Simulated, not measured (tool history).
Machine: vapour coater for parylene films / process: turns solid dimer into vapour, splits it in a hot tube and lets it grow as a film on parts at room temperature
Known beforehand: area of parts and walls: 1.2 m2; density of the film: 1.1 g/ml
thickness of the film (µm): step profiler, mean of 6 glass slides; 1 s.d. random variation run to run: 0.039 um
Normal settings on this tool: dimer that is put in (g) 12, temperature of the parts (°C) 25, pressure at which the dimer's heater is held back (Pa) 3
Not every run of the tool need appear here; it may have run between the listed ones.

run,hour,dimer that is put in (g),temperature of the parts (°C),pressure at which the dimer's heater is held back (Pa),thickness of the film (µm)
1,0,12,25,3,4.91
2,27.3,5,25,3,2.05
3,42.5,12,31,3,3.96
4,70.3,14,25,3,5.66
5,85.4,12,37,3,3.15
6,112.4,12,22,3,5.37
7,138.9,12,22,3,5.39
# hour 150.9: trap's valve overhauled
8,169.7,12,25,9.27,4.27
9,194.1,12,25,5.52,4.69
10,213.6,13,25,3,5.69
11,230.4,12,25,3,5.15
12,250.7,12,25,3,5.17
13,264.9,12,25,3,5.15
14,284.4,12,25,3,5.11
15,305.8,12,22,3,5.75
16,333.2,12,22,3,5.73
17,352.8,12,22,3,5.69
18,370.1,12,25,3,5.12
19,382.3,12,20,3,6.18
20,400.2,12,25,3,5.21
21,427.9,12,25,3,5.12
22,450.7,12,25,3,5.07
23,468.8,12,25,3,5.07
24,482.6,12,25,3,5.09
25,501.5,12,25,3,5.1
26,528.9,7,18,3,3.82
27,547.1,20,20,3.68,9.69
28,575.9,5,20,3.68,2.45
29,591.6,5,20,3.68,2.41
30,614.3,5,20,3.68,2.42
31,642.8,5,20,3.68,2.46
32,666.2,12,25,2.96,5.04
33,684,13,19,2.2,7.1
34,701.2,8,21,2.4,4.05
35,713.8,9,27,3,3.54
36,738.8,12,24,3.78,5.04
37,758.7,8,27,5.42,2.82
38,782.6,20,19,8.35,8.65
39,811.4,14,25,3,5.79
40,831.3,8,25,2.56,3.42
41,857.3,8,25,2.56,3.43
42,872.7,10,33,3,3.11
43,894.4,13,21,3,6.25
44,911.4,13,21,3,6.22
45,925.7,19,22,3.34,8.56
# hour 944: trap's valve overhauled
46,955.1,6,25,3.2,2.62
47,969.3,19,30,10.89,5.56

Below, each run's measurement less what the same run would have read without the hidden state. Both values contain the same run-to-run variation, but the gauge's scatter may not be the same in both:
What the log doesn't record here: vapour lost through the trap's worn valve, %; true temperature of the parts over the reading, C; drift of the gauge itself on film_um, %.
run,thickness of the film (µm)
1,-0.31
2,-0.13
3,-0.26
4,-0.39
5,-0.22
6,-0.39
7,-0.4
8,+0.01
9,+0
10,-0.01
11,-0.01
12,-0.02
13,-0.02
14,-0.03
15,-0.04
16,-0.05
17,-0.06
18,-0.06
19,-0.08
20,-0.08
21,-0.08
22,-0.1
23,-0.1
24,-0.1
25,-0.11
26,-0.09
27,-0.24
28,-0.07
29,-0.07
30,-0.08
31,-0.08
32,-0.18
33,-0.26
34,-0.15
35,-0.13
36,-0.2
37,-0.12
38,-0.38
39,-0.27
40,-0.16
41,-0.17
42,-0.16
43,-0.33
44,-0.34
45,-0.47
46,+0.04
47,+0.07
